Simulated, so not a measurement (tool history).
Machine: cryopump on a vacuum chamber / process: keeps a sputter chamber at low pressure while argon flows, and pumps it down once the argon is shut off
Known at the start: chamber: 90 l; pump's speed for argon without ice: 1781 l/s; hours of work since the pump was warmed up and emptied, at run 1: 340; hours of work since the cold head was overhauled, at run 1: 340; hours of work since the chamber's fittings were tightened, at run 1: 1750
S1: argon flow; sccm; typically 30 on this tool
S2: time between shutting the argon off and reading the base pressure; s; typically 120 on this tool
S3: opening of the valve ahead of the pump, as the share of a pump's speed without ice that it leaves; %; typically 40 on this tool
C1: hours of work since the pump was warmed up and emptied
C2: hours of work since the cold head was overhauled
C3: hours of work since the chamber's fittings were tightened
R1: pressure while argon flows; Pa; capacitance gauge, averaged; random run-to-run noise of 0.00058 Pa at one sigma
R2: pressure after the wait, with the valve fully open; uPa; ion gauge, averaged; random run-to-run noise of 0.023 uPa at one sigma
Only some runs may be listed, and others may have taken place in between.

{"run": 1, "hour": 0.0, "S1": 30, "S2": 120, "S3": 40, "C1": 340, "C2": 340, "C3": 1750, "R1": 0.0741, "R2": 1.33}
{"run": 2, "hour": 19.6, "S1": 30, "S2": 120, "S3": 25, "C1": 348, "C2": 348, "C3": 1759, "R1": 0.1179, "R2": 1.35}
{"run": 3, "hour": 35.7, "S1": 30, "S2": 120, "S3": 25, "C1": 355, "C2": 355, "C3": 1766, "R1": 0.1175, "R2": 1.35}
{"run": 4, "hour": 51.0, "S1": 30, "S2": 120, "S3": 25, "C1": 362, "C2": 362, "C3": 1772, "R1": 0.1178, "R2": 1.36}
{"run": 5, "hour": 66.1, "S1": 15, "S2": 120, "S3": 40, "C1": 368, "C2": 368, "C3": 1779, "R1": 0.0377, "R2": 1.36}
{"run": 6, "hour": 85.6, "S1": 15, "S2": 120, "S3": 40, "C1": 377, "C2": 377, "C3": 1787, "R1": 0.0373, "R2": 1.38}
{"run": 7, "hour": 94.8, "S1": 15, "S2": 120, "S3": 40, "C1": 381, "C2": 381, "C3": 1791, "R1": 0.0378, "R2": 1.38}
{"run": 8, "hour": 113.5, "S1": 22, "S2": 120, "S3": 40, "C1": 389, "C2": 389, "C3": 1799, "R1": 0.0548, "R2": 1.42}
{"run": 9, "hour": 122.8, "S1": 30, "S2": 120, "S3": 40, "C1": 393, "C2": 393, "C3": 1803, "R1": 0.0749, "R2": 1.38}
{"run": 10, "hour": 142.7, "S1": 30, "S2": 120, "S3": 40, "C1": 402, "C2": 402, "C3": 1812, "R1": 0.0759, "R2": 1.46}
{"run": 11, "hour": 163.0, "S1": 30, "S2": 120, "S3": 40, "C1": 410, "C2": 410, "C3": 1821, "R1": 0.0754, "R2": 1.38}
{"run": 12, "hour": 181.6, "S1": 15, "S2": 120, "S3": 40, "C1": 418, "C2": 418, "C3": 1829, "R1": 0.0377, "R2": 1.42}
{"run": 13, "hour": 197.8, "S1": 32, "S2": 120, "S3": 40, "C1": 425, "C2": 425, "C3": 1836, "R1": 0.081, "R2": 1.46}
{"run": 14, "hour": 217.6, "S1": 32, "S2": 120, "S3": 40, "C1": 434, "C2": 434, "C3": 1844, "R1": 0.0807, "R2": 1.36}
{"run": 15, "hour": 235.4, "S1": 32, "S2": 120, "S3": 40, "C1": 442, "C2": 442, "C3": 1852, "R1": 0.0814, "R2": 1.41}
{"run": 16, "hour": 244.5, "S1": 34, "S2": 120, "S3": 40, "C1": 446, "C2": 446, "C3": 1856, "R1": 0.0858, "R2": 1.42}
{"run": 17, "hour": 259.5, "S1": 34, "S2": 141, "S3": 40, "C1": 452, "C2": 452, "C3": 1862, "R1": 0.0867, "R2": 1.32}
{"run": 18, "hour": 278.1, "S1": 34, "S2": 141, "S3": 40, "C1": 460, "C2": 460, "C3": 1870, "R1": 0.0871, "R2": 1.3}
{"run": 19, "hour": 297.7, "S1": 34, "S2": 141, "S3": 40, "C1": 469, "C2": 469, "C3": 1879, "R1": 0.087, "R2": 1.36}
{"run": 20, "hour": 309.5, "S1": 46, "S2": 24, "S3": 55, "C1": 474, "C2": 474, "C3": 1884, "R1": 0.088, "R2": 3.67}
{"run": 21, "hour": 327.6, "S1": 46, "S2": 113, "S3": 40, "C1": 482, "C2": 482, "C3": 1892, "R1": 0.1172, "R2": 1.48}
{"run": 22, "hour": 344.0, "S1": 44, "S2": 71, "S3": 33, "C1": 489, "C2": 489, "C3": 1899, "R1": 0.1348, "R2": 1.83}
{"run": 23, "hour": 358.6, "S1": 19, "S2": 226, "S3": 33, "C1": 495, "C2": 495, "C3": 1905, "R1": 0.0583, "R2": 1.18}
{"run": 24, "hour": 367.4, "S1": 33, "S2": 21, "S3": 44, "C1": 499, "C2": 499, "C3": 1909, "R1": 0.077, "R2": 3.94}
{"run": 25, "hour": 383.3, "S1": 33, "S2": 21, "S3": 44, "C1": 506, "C2": 506, "C3": 1916, "R1": 0.0773, "R2": 4.19}
{"run": 26, "hour": 396.7, "S1": 33, "S2": 21, "S3": 44, "C1": 511, "C2": 511, "C3": 1922, "R1": 0.0782, "R2": 4.05}
{"run": 27, "hour": 415.6, "S1": 30, "S2": 218, "S3": 40, "C1": 520, "C2": 520, "C3": 1930, "R1": 0.0781, "R2": 1.22}
{"run": 28, "hour": 435.5, "S1": 29, "S2": 25, "S3": 40, "C1": 528, "C2": 528, "C3": 1939, "R1": 0.0751, "R2": 3.52}
{"run": 29, "hour": 448.4, "S1": 13, "S2": 74, "S3": 44, "C1": 534, "C2": 534, "C3": 1944, "R1": 0.0313, "R2": 1.83}
{"run": 30, "hour": 457.3, "S1": 13, "S2": 74, "S3": 44, "C1": 538, "C2": 538, "C3": 1948, "R1": 0.032, "R2": 1.77}
{"run": 31, "hour": 474.5, "S1": 13, "S2": 74, "S3": 44, "C1": 545, "C2": 545, "C3": 1955, "R1": 0.0305, "R2": 1.82}
{"run": 32, "hour": 492.9, "S1": 45, "S2": 74, "S3": 44, "C1": 553, "C2": 553, "C3": 1963, "R1": 0.1059, "R2": 1.82}
{"run": 33, "hour": 507.4, "S1": 32, "S2": 130, "S3": 38, "C1": 559, "C2": 559, "C3": 1970, "R1": 0.0877, "R2": 1.4}
{"run": 34, "hour": 524.0, "S1": 13, "S2": 147, "S3": 22, "C1": 566, "C2": 566, "C3": 1977, "R1": 0.0602, "R2": 1.39}

Table of differences, measured result less the result of that run with no hidden state. Run-to-run variation is the same in both. Gauge scatter possibly is not:
Unlogged tool condition in this case: pump's speed, % of a pump's without ice; cold plate's temperature, K; leak into the chamber, uPa l/s; drift of the gauge itself on working_pa, %; drift of the gauge itself on base_upa, %.
run=1 R1=+0.0039 R2=+0.62
run=2 R1=+0.0040 R2=+0.64
run=3 R1=+0.0041 R2=+0.64
run=4 R1=+0.0041 R2=+0.64
run=5 R1=+0.0021 R2=+0.66
run=6 R1=+0.0022 R2=+0.66
run=7 R1=+0.0022 R2=+0.67
run=8 R1=+0.0033 R2=+0.68
run=9 R1=+0.0046 R2=+0.67
run=10 R1=+0.0046 R2=+0.69
run=11 R1=+0.0047 R2=+0.67
run=12 R1=+0.0024 R2=+0.68
run=13 R1=+0.0053 R2=+0.71
run=14 R1=+0.0054 R2=+0.67
run=15 R1=+0.0056 R2=+0.70
run=16 R1=+0.0059 R2=+0.69
run=17 R1=+0.0060 R2=+0.71
run=18 R1=+0.0061 R2=+0.70
run=19 R1=+0.0063 R2=+0.71
run=20 R1=+0.0086 R2=+0.72
run=21 R1=+0.0087 R2=+0.73
run=22 R1=+0.0085 R2=+0.74
run=23 R1=+0.0037 R2=+0.73
run=24 R1=+0.0065 R2=+0.71
run=25 R1=+0.0066 R2=+0.76
run=26 R1=+0.0067 R2=+0.75
run=27 R1=+0.0063 R2=+0.74
run=28 R1=+0.0061 R2=+0.75
run=29 R1=+0.0027 R2=+0.77
run=30 R1=+0.0028 R2=+0.74
run=31 R1=+0.0029 R2=+0.76
run=32 R1=+0.0100 R2=+0.78
run=33 R1=+0.0072 R2=+0.75
run=34 R1=+0.0030 R2=+0.78
